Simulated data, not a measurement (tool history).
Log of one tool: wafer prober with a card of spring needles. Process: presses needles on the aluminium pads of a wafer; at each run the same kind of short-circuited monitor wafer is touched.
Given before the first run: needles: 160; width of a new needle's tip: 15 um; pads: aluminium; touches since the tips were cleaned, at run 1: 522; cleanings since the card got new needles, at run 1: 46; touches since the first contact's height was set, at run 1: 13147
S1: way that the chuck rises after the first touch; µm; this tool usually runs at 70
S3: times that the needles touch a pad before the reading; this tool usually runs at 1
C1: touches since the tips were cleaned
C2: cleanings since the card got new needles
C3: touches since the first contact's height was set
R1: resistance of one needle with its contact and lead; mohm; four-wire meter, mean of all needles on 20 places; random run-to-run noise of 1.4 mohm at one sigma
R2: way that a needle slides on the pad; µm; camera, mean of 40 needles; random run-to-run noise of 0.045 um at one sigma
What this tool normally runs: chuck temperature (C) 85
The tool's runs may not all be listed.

run 1 day=0.000 | S1=70 chuck_temperature_(C)=85 S3=1 | C1=522 C2=46 C3=13147 | R1=133 R2=11.43
-- day=0.183 tips cleaned on abrasive film
-- day=0.367 tips cleaned on abrasive film
-- day=0.596 tips cleaned on abrasive film
run 2 day=0.679 | S1=70 chuck_temperature_(C)=85 S3=1 | C1=1112 C2=49 C3=22074 | R1=131 R2=11.46
-- day=0.821 tips cleaned on abrasive film
-- day=1.004 tips cleaned on abrasive film
-- day=1.188 tips cleaned on abrasive film
-- day=1.375 tips cleaned on abrasive film
-- day=1.604 tips cleaned on abrasive film
run 3 day=1.625 | S1=70 chuck_temperature_(C)=85 S3=1 | C1=304 C2=54 C3=34401 | R1=132 R2=11.39
-- day=1.808 tips cleaned on abrasive film
-- day=2.038 tips cleaned on abrasive film
-- day=2.267 tips cleaned on abrasive film
-- day=2.475 tips cleaned on abrasive film
run 4 day=2.475 | S1=67 chuck_temperature_(C)=85 S3=1 | C1=0 C2=58 C3=45527 | R1=131 R2=10.96
-- day=2.658 tips cleaned on abrasive film
-- day=2.842 tips cleaned on abrasive film
-- day=3.029 tips cleaned on abrasive film
-- day=3.258 tips cleaned on abrasive film
-- day=3.442 tips cleaned on abrasive film
-- day=3.671 tips cleaned on abrasive film
run 5 day=3.692 | S1=67 chuck_temperature_(C)=85 S3=1 | C1=279 C2=64 C3=61436 | R1=131 R2=10.96
-- day=3.875 tips cleaned on abrasive film
-- day=4.058 tips cleaned on abrasive film
-- day=4.288 tips cleaned on abrasive film
-- day=4.475 tips cleaned on abrasive film
-- day=4.658 tips cleaned on abrasive film
-- day=4.888 tips cleaned on abrasive film
-- day=5.117 tips cleaned on abrasive film
run 6 day=5.121 | S1=70 chuck_temperature_(C)=85 S3=1 | C1=76 C2=71 C3=80147 | R1=130 R2=11.42
-- day=5.308 tips cleaned on abrasive film
-- day=5.492 tips cleaned on abrasive film
-- day=5.721 tips cleaned on abrasive film
-- day=5.904 tips cleaned on abrasive film
-- day=6.133 tips cleaned on abrasive film
run 7 day=6.288 | S1=81 chuck_temperature_(C)=85 S3=1 | C1=2061 C2=76 C3=95436 | R1=130 R2=13.16
-- day=6.338 tips cleaned on abrasive film
-- day=6.521 tips cleaned on abrasive film
-- day=6.750 tips cleaned on abrasive film
-- day=6.979 tips cleaned on abrasive film
run 8 day=7.079 | S1=81 chuck_temperature_(C)=85 S3=1 | C1=1352 C2=80 C3=105805 | R1=131 R2=13.15
-- day=7.175 tips cleaned on abrasive film
-- day=7.404 tips cleaned on abrasive film
-- day=7.588 tips cleaned on abrasive film
-- day=7.738 height of the first contact set anew
-- day=7.829 tips cleaned on abrasive film
-- day=8.017 tips cleaned on abrasive film
-- day=8.200 tips cleaned on abrasive film
run 9 day=8.279 | S1=70 chuck_temperature_(C)=91 S3=1 | C1=1083 C2=86 C3=7096 | R1=132 R2=11.34
-- day=8.421 tips cleaned on abrasive film
-- day=8.604 tips cleaned on abrasive film
-- day=8.788 tips cleaned on abrasive film
-- day=9.017 tips cleaned on abrasive film
-- day=9.200 tips cleaned on abrasive film
run 10 day=9.362 | S1=70 chuck_temperature_(C)=91 S3=1 | C1=2156 C2=91 C3=21274 | R1=130 R2=11.37
-- day=9.412 tips cleaned on abrasive film
-- day=9.596 tips cleaned on abrasive film
-- day=9.779 tips cleaned on abrasive film
-- day=10.008 tips cleaned on abrasive film
run 11 day=10.171 | S1=75 chuck_temperature_(C)=91 S3=1 | C1=2169 C2=95 C3=31858 | R1=131 R2=12.14
-- day=10.221 tips cleaned on abrasive film
-- day=10.404 tips cleaned on abrasive film
-- day=10.633 tips cleaned on abrasive film
run 12 day=10.796 | S1=75 chuck_temperature_(C)=97 S3=2 | C1=2154 C2=98 C3=40023 | R1=133 R2=12.18

Run 13 comes next. What will it give?
-- day=10.846 tips cleaned on abrasive film
-- day=11.029 tips cleaned on abrasive film
-- day=11.258 tips cleaned on abrasive film
-- day=11.442 tips cleaned on abrasive film
run 13 day=11.533 | S1=79 chuck_temperature_(C)=56 S3=2 | C1=1181 C2=102 C3=49620 | R1=? R2=?

Run 13 produced R1 123 mohm, R2 12.81 µm.
The same run, on a tool lacking any hidden state, would have yielded R1 123 mohm, R2 13.02 µm.
